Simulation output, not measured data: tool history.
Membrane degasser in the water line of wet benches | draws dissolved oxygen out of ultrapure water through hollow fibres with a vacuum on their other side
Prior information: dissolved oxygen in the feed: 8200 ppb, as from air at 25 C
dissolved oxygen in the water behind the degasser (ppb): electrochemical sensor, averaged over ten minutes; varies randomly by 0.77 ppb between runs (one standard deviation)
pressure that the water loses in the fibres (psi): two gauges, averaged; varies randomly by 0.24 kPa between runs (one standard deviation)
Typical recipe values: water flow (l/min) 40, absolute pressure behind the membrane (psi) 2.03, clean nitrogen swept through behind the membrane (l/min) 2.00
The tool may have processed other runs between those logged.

| run | hour | water flow (l/min) | absolute pressure behind the membrane (psi) | clean nitrogen swept through behind the membrane (l/min) | dissolved oxygen in the water behind the degasser (ppb) | pressure that the water loses in the fibres (psi) |
|---|---|---|---|---|---|---|
| 1 | 0.0 | 40 | 2.03 | 2.00 | 460.4 | 9.470 |
| 2 | 156.2 | 40 | 2.03 | 2.00 | 460.2 | 9.557 |
| 3 | 358.1 | 40 | 2.03 | 2.00 | 462.6 | 9.507 |
| 4 | 571.1 | 40 | 2.03 | 2.00 | 462.9 | 9.523 |
| 5 | 856.0 | 40 | 2.03 | 2.00 | 461.8 | 9.509 |
| 6 | 1056.5 | 29 | 2.03 | 2.00 | 348.8 | 6.953 |
| 7 | 1238.0 | 40 | 2.03 | 3.14 | 313.8 | 9.507 |
| 8 | 1419.9 | 60 | 2.03 | 2.00 | 654.2 | 14.237 |
| 9 | 1611.7 | 60 | 2.03 | 2.00 | 655.3 | 14.325 |
| 10 | 1827.0 | 60 | 2.03 | 2.00 | 655.4 | 14.331 |
| 11 | 2056.1 | 60 | 2.03 | 2.00 | 656.2 | 14.321 |
| 12 | 2288.0 | 60 | 2.03 | 2.00 | 658.4 | 14.376 |
| 13 | 2560.2 | 60 | 2.03 | 2.00 | 660.8 | 14.407 |
| 14 | 2771.3 | 60 | 2.03 | 2.00 | 660.0 | 14.322 |
| 15 | 3084.4 | 60 | 2.03 | 1.69 | 749.4 | 14.336 |
| 16 | 3300.2 | 40 | 2.03 | 1.36 | 639.3 | 9.623 |
|  | 3521.3 | vacuum gauge calibrated |
| 17 | 3613.6 | 40 | 4.87 | 2.00 | 1184.7 | 9.535 |
| 18 | 3801.7 | 40 | 4.87 | 2.00 | 1184.6 | 9.599 |
| 19 | 4058.6 | 33 | 4.87 | 4.47 | 510.8 | 8.018 |
| 20 | 4296.8 | 33 | 4.87 | 2.07 | 986.9 | 7.934 |
| 21 | 4476.4 | 60 | 2.03 | 1.75 | 723.9 | 14.433 |
| 22 | 4724.8 | 40 | 2.41 | 1.47 | 725.5 | 9.644 |
| 23 | 4945.7 | 40 | 2.41 | 1.47 | 727.0 | 9.632 |
| 24 | 5153.6 | 40 | 2.41 | 1.47 | 728.3 | 9.665 |
| 25 | 5411.1 | 38 | 3.68 | 3.39 | 552.5 | 9.195 |
| 26 | 5561.7 | 38 | 3.68 | 3.39 | 553.7 | 9.226 |
| 27 | 5745.8 | 40 | 2.86 | 1.13 | 1075.6 | 9.648 |
| 28 | 5983.5 | 40 | 2.03 | 1.36 | 636.3 | 9.710 |
| 29 | 6314.8 | 36 | 3.23 | 2.00 | 721.1 | 8.712 |
| 30 | 6459.2 | 36 | 2.15 | 3.07 | 312.0 | 8.737 |
| 31 | 6663.7 | 49 | 2.19 | 3.07 | 423.8 | 11.884 |

Table of differences, measured result less the result of that run with no hidden state. Run-to-run variation is the same in both. Gauge scatter possibly is not:
What the log doesn't record here: membrane still open, %; true pressure behind the membrane over the reading, kPa; air that leaks in behind the membrane, l/min; drift of the gauge itself on oxygen_ppb, %; drift of the gauge itself on loss_of_pressure_kpa, %.
| run | dissolved oxygen in the water behind the degasser (ppb) | pressure that the water loses in the fibres (psi) |
|---|---|---|
| 1 | +1.3 | +0.232 |
| 2 | +1.6 | +0.236 |
| 3 | +2.0 | +0.244 |
| 4 | +2.3 | +0.249 |
| 5 | +2.8 | +0.258 |
| 6 | +2.5 | +0.191 |
| 7 | +2.7 | +0.268 |
| 8 | +5.9 | +0.412 |
| 9 | +6.4 | +0.424 |
| 10 | +7.0 | +0.434 |
| 11 | +7.6 | +0.444 |
| 12 | +8.3 | +0.455 |
| 13 | +8.9 | +0.468 |
| 14 | +9.4 | +0.476 |
| 15 | +10.9 | +0.493 |
| 16 | +8.9 | +0.336 |
| 17 | +2.3 | +0.344 |
| 18 | +2.6 | +0.350 |
| 19 | +2.5 | +0.299 |
| 20 | +3.9 | +0.302 |
| 21 | +3.0 | +0.555 |
| 22 | +2.2 | +0.380 |
| 23 | +2.7 | +0.389 |
| 24 | +3.2 | +0.395 |
| 25 | +3.8 | +0.383 |
| 26 | +4.0 | +0.389 |
| 27 | +4.5 | +0.412 |
| 28 | +4.7 | +0.421 |
| 29 | +5.6 | +0.389 |
| 30 | +3.9 | +0.392 |
| 31 | +5.9 | +0.541 |
